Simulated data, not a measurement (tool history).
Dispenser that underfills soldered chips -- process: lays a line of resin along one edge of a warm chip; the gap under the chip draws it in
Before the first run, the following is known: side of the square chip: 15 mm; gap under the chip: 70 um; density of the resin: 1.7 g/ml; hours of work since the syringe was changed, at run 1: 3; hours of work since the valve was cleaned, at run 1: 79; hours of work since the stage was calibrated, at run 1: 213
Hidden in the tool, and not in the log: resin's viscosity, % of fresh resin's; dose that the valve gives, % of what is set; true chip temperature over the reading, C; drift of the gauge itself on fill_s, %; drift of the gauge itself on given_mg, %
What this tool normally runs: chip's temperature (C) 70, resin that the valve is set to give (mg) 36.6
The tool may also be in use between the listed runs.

run   hour  chip's temperature (C)  resin that the valve is set to give (mg)  hours of work since the syringe was changed  hours of work since the valve was cleaned  hours of work since the stage was calibrated  time until the resin shows at the far edge (s)  resin that the valve gave (mg)
  1      0                      70                                      36.6                                            3                                         79                                           213                                           153.5                            34.7
       7.4  -- new syringe of resin
  2   17.8                      70                                      36.6                                            6                                         90                                           224                                           199.4                           33.97
      19.3  -- new syringe of resin
  3   28.7                      70                                      38.1                                            6                                         96                                           230                                           189.9                           35.47
      31.6  -- new syringe of resin
  4   36.3                      70                                      38.1                                            3                                        101                                           235                                           154.8                           35.24
      43.1  -- new syringe of resin
  5   46.1                      70                                      40.4                                            2                                        107                                           241                                           137.6                           37.39
      54.6  -- new syringe of resin
  6     58                      70                                      40.4                                            2                                        114                                           248                                           141.6                           36.95
      65.8  -- new syringe of resin
  7   76.1                      70                                      40.4                                            6                                        125                                           259                                           199.7                           36.23
      77.7  -- new syringe of resin
  8   87.6                      74                                      40.4                                            6                                        132                                           266                                           162.2                           36.57
      89.1  -- new syringe of resin
  9   95.2                      73                                      36.6                                            4                                        136                                           270                                           147.6                              33
       101  -- new syringe of resin
 10  103.8                      68                                      36.6                                            2                                        141                                           275                                           158.8                            33.1
     109.6  -- dispensing valve cleaned and set on the balance
     113.7  -- new syringe of resin
 11  117.1                      68                                      36.6                                            2                                          4                                           283                                           158.9                           36.54
     124.7  -- new syringe of resin
 12  127.5                      70                                      36.6                                            2                                         11                                           289                                           138.6                            36.3
     135.9  -- new syringe of resin
 13  137.8                      70                                      36.6                                            1                                         17                                           295                                           137.7                           36.03
 14  146.5                      70                                      31.9                                            7                                         22                                           301                                           213.2                           31.24
     148.1  -- new syringe of resin
     159.8  -- new syringe of resin
 15  163.8                      70                                      31.9                                            2                                         33                                           311                                           157.8                           31.31
     171.4  -- new syringe of resin
 16  175.5                      70                                      36.6                                            3                                         40                                           318                                           153.6                              36
     183.2  -- new syringe of resin
 17  189.7                      70                                      36.6                                            4                                         48                                           327                                           172.1                            35.4
     195.3  -- new syringe of resin
 18    204                      63                                      36.6                                            5                                         57                                           335                                             255                            35.3
     206.7  -- new syringe of resin
 19  213.9                      63                                      38.4                                            4                                         63                                           341                                           241.6                           36.96
     218.3  -- new syringe of resin
 20  223.6                      59                                      42.9                                            3                                         69                                           347                                           266.2                           40.84
       230  -- new syringe of resin
 21  239.4                      75                                      39.4                                            6                                         78                                           357                                           151.4                           37.73
     241.7  -- new syringe of resin
     253.4  -- new syringe of resin
 22  254.7                      67                                      34.7                                            1                                         87                                           366                                           161.1                           32.83
     265.1  -- new syringe of resin
 23  267.1                      67                                      34.7                                            1                                         95                                           373                                           167.5                           32.72
     276.6  -- new syringe of resin
 24  276.8                      61                                      36.3                                            0                                        101                                           379                                           204.5                           33.94
     287.6  -- new syringe of resin
 25  292.5                      80                                      40.5                                            3                                        110                                           389                                             103                           37.52
     299.6  -- new syringe of resin
 26  304.3                      63                                        32                                            3                                        117                                           396                                           229.4                           29.51
     311.2  -- new syringe of resin
 27    313                      58                                      36.7                                            1                                        122                                           401                                           248.7                           33.65
     323.5  -- new syringe of resin
 28  329.1                      58                                      37.4                                            3                                        132                                           411                                           290.3                           34.39
       335  -- new syringe of resin
 29    344                      67                                      38.9                                            6                                        141                                           420                                           217.3                            35.4
     346.5  -- new syringe of resin
     350.1  -- dispensing valve cleaned and set on the balance
 30  352.4                      61                                      31.2                                            3                                          1                                           424                                             254                           31.06
     358.8  -- new syringe of resin
 31  365.6                      61                                      35.4                                            4                                          9                                           432                                           266.4                           35.03
     369.9  -- new syringe of resin
 32  380.2                      65                                        37                                            6                                         18                                           441                                             252                           36.58
     381.9  -- new syringe of resin
 33  389.5                      69                                        39                                            5                                         24                                           446                                             188                           38.15

4 ways to go on from here, each from the tool as it stands after run 33. What would each give?
     393.5  -- new syringe of resin
  A   398                      60                                      41.9                                            3                                         29                                           451                                               ?                               ?
     393.5  -- new syringe of resin
  B   398                      60                                      34.2                                            3                                         29                                           451                                               ?                               ?
     393.5  -- new syringe of resin
  C   398                      57                                      31.6                                            3                                         29                                           451                                               ?                               ?
     393.5  -- new syringe of resin
  D   398                      78                                      31.1                                            3                                         29                                           451                                               ?                               ?

run  time until the resin shows at the far edge (s)  resin that the valve gave (mg)
  A                                             248                           40.65
  B                                             257                           33.41
  C                                             308                           30.89
  D                                           114.9                           30.64
Without the tool's hidden state the same runs would have given:
run  time until the resin shows at the far edge (s)  resin that the valve gave (mg)
  A                                           185.6                           41.52
  B                                           191.6                           34.12
  C                                           228.7                           31.55
  D                                            86.4                            31.3

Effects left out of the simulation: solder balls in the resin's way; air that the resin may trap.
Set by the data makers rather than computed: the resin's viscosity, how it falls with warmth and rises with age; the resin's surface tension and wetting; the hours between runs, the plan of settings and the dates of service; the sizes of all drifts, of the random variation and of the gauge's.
